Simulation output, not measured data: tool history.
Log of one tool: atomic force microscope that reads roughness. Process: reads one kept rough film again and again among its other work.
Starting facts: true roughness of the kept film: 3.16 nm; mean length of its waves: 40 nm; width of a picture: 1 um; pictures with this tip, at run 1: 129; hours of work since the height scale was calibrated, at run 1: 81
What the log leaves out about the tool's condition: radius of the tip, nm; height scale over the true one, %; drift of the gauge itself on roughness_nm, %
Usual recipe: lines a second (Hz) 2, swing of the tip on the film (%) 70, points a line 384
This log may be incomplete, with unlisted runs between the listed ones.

run,hour,lines a second (Hz),swing of the tip on the film (%),points a line,pictures with this tip,hours of work since the height scale was calibrated,roughness of the kept film (nm (root mean square))
1,0,2,70,384,129,81,2.459
2,6.5,2,70,649,145,86,2.455
3,17.6,2,70,384,174,94,2.407
4,23.5,2,70,384,189,99,2.402
5,34.2,2,70,384,217,107,2.366
6,43.7,0.65,70,384,242,114,2.527
7,54.7,0.65,70,384,270,122,2.512
8,63.4,0.65,70,384,293,129,2.467
# hour 65.6: new tip fitted
9,75.2,0.65,70,384,25,137,2.831
10,87.3,0.65,70,384,56,146,2.763
11,94.3,0.65,70,384,74,151,2.743
12,100.4,0.65,70,384,90,156,2.735
13,106.2,2,70,384,105,160,2.516
14,118.2,0.52,70,384,136,169,2.695
15,127.7,0.52,70,384,161,176,2.661
16,135.8,2,70,384,182,183,2.402
17,143.9,2,70,384,203,189,2.394
18,149.4,2.69,81,508,217,193,2.064
19,156.9,2.08,60,875,237,198,2.496
20,164.6,2.08,60,875,256,204,2.466
21,175,3.76,83,384,283,212,1.754
# hour 180.5: new tip fitted
22,187.6,1.15,83,624,19,221,2.593
23,194.6,1.2,83,279,37,226,2.524
24,203.2,2.91,86,613,59,233,2.045
25,214,2.91,86,613,87,241,2.036
26,220.8,1.56,86,613,105,246,2.329
27,231,1.86,70,351,131,254,2.507
28,242.5,1.86,70,351,161,262,2.484
29,248.2,0.58,59,791,176,267,2.689
30,258.3,0.58,76,713,202,274,2.561
31,265.9,2,82,328,222,280,2.156

Take each entry between the runs: how does the hidden state at the last listed run before it differ from the hidden state at the first listed run after it?
In the gap between runs 8 and 9: new tip fitted (hour 65.6)
  radius of the tip, nm: 28.9 -> 9.1
  what was measured, less what the result would be without the hidden state, roughness of the kept film (nm (root mean square)): -0.396 -> -0.04
In the gap between runs 21 and 22: new tip fitted (hour 180.5)
  radius of the tip, nm: 27.7 -> 8.6; height scale over the true one, %: 0.17 -> 0.18
  what was measured, less what the result would be without the hidden state, roughness of the kept film (nm (root mean square)): -0.266 -> -0.025

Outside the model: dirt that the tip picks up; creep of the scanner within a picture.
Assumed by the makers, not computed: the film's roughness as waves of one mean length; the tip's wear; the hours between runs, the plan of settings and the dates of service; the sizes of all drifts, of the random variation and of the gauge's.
